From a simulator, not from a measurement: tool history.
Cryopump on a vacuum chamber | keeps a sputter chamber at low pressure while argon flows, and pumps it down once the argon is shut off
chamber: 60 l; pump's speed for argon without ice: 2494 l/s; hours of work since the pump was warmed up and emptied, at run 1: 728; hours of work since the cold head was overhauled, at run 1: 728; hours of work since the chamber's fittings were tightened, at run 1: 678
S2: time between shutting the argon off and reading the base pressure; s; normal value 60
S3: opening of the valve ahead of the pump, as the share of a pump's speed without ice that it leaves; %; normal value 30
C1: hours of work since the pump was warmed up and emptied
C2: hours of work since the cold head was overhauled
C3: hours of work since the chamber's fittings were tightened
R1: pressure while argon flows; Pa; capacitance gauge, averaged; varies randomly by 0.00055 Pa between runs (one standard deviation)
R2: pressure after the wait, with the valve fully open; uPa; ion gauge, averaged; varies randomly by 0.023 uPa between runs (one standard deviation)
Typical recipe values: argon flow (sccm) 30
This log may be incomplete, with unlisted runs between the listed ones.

Run 1, hour 0.0: usual settings; C1 728; C2 728; C3 678. Result: R1 0.0739 Pa, R2 1.45 uPa.
Run 2, hour 35.3: usual settings; C1 750; C2 750; C3 701. Result: R1 0.0726 Pa, R2 1.45 uPa.
Run 3, hour 59.2: usual settings; C1 765; C2 765; C3 716. Result: R1 0.0724 Pa, R2 1.42 uPa.
Run 4, hour 96.5: usual settings; C1 789; C2 789; C3 740. Result: R1 0.0725 Pa, R2 1.48 uPa.
Run 5, hour 116.8: usual settings; C1 802; C2 802; C3 753. Result: R1 0.0729 Pa, R2 1.48 uPa.
Run 6, hour 138.5: usual settings; C1 816; C2 816; C3 767. Result: R1 0.0730 Pa, R2 1.51 uPa.
Run 7, hour 162.7: usual settings but argon flow (sccm) 43, S2 34 s, S3 26 %; C1 831; C2 831; C3 782. Result: R1 0.1197 Pa, R2 2.07 uPa.
Run 8, hour 193.3: usual settings but argon flow (sccm) 20, S2 291 s, S3 33 %; C1 851; C2 851; C3 802. Result: R1 0.0447 Pa, R2 1.05 uPa.
Run 9, hour 215.2: usual settings but argon flow (sccm) 21, S2 282 s; C1 865; C2 865; C3 816. Result: R1 0.0516 Pa, R2 1.06 uPa.
Run 10, hour 249.5: usual settings but argon flow (sccm) 20, S2 72 s, S3 16 %; C1 887; C2 887; C3 837. Result: R1 0.0881 Pa, R2 1.51 uPa.
Run 11, hour 273.6: usual settings but argon flow (sccm) 20, S2 92 s, S3 38 %; C1 902; C2 902; C3 853. Result: R1 0.0396 Pa, R2 1.41 uPa.
Run 12, hour 306.9: usual settings but argon flow (sccm) 20, S2 92 s, S3 38 %; C1 923; C2 923; C3 874. Result: R1 0.0400 Pa, R2 1.41 uPa.

4 options for the next run, each taken on its own from the tool as it stands now. Forecast them:
Run A, hour 341.5: usual settings but argon flow (sccm) 34, S2 182 s, S3 32 %; C1 945; C2 945; C3 896. Result: R1 ?, R2 ?.
Run B, hour 341.5: usual settings but S2 30 s; C1 945; C2 945; C3 896. Result: R1 ?, R2 ?.
Run C, hour 341.5: usual settings but argon flow (sccm) 20, S2 63 s, S3 38 %; C1 945; C2 945; C3 896. Result: R1 ?, R2 ?.
Run D, hour 341.5: usual settings but argon flow (sccm) 25; C1 945; C2 945; C3 896. Result: R1 ?, R2 ?.

run      R1    R2
  A  0.0800  1.23
  B  0.0742  2.29
  C  0.0399  1.62
  D  0.0618  1.69
What these runs would have given with no unlogged condition in the tool:
run      R1    R2
  A  0.0728  0.35
  B  0.0678  1.41
  C  0.0356  0.73
  D  0.0565  0.78
